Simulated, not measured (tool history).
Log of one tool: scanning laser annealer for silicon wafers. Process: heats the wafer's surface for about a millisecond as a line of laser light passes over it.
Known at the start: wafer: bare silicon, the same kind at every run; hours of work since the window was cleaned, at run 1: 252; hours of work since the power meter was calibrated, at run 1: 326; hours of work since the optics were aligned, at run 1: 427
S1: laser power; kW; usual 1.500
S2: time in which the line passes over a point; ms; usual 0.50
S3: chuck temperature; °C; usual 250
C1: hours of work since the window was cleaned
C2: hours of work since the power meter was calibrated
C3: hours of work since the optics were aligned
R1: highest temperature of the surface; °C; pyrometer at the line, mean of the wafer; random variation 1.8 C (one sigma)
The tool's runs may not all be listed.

run	hour	S1	S2	S3	C1	C2	C3	R1
1	0.0	1.500	0.50	250	252	326	427	1018
2	13.8	1.500	0.50	250	263	337	438	1016
3	33.4	1.500	0.50	272	277	352	452	1037
4	59.7	1.500	0.50	272	297	371	472	1036
5	81.6	1.500	0.50	272	314	388	489	1034
# hour 87.5: laser's power meter calibrated
6	113.5	1.500	0.50	238	336	20	511	1001
7	142.4	1.500	0.50	250	358	41	532	1009
8	157.2	1.500	0.50	279	369	53	544	1045
9	179.2	1.500	0.50	279	385	69	560	1040
# hour 191.4: laser's power meter calibrated, once more
10	197.7	1.500	0.57	260	397	5	572	1072
11	222.6	1.500	0.57	260	416	24	591	1074
12	246.8	1.500	0.57	260	434	42	609	1073
13	272.4	1.500	0.57	260	453	61	628	1068

Forecast run 14:
14	304.0	1.619	0.57	269	477	85	652	?

R1: 1161 °C
Without the tool's hidden state the same run would have given R1 1198 °C.
